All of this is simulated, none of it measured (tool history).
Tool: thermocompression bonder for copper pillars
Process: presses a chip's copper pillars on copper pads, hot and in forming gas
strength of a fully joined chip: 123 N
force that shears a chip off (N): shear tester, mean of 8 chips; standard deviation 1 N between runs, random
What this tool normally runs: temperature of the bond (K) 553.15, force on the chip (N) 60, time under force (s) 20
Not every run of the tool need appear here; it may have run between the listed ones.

run,hour,temperature of the bond (K),force on the chip (N),time under force (s),force that shears a chip off (N)
1,0.0,553.15,60,20,81.0
2,75.8,553.15,60,44,95.0
# hour 149.0: heater calibrated with a thermocouple chip
3,149.0,553.15,68,20,83.3
4,224.7,553.15,41,20,55.2
5,288.9,553.15,60,46,89.2
6,378.5,553.15,60,21,73.1
# hour 387.3: forming gas filter changed
7,466.2,553.15,60,35,89.9
8,515.7,553.15,60,35,89.0
# hour 584.3: heater calibrated with a thermocouple chip, once more
9,584.3,524.15,60,20,65.0
10,628.3,524.15,60,20,65.7
11,718.1,524.15,60,20,65.1
12,771.9,524.15,60,20,62.3
13,831.8,524.15,60,20,62.8
14,902.4,547.15,78,15,82.5
15,944.4,552.15,77,12,81.2

Run 16 has not been measured yet. What should we expect?
16,1025.0,538.15,51,18,?

Run 16 yielded force that shears a chip off (N) 58.1.
Without the tool's hidden state the same run would have given force that shears a chip off (N) 69.3.
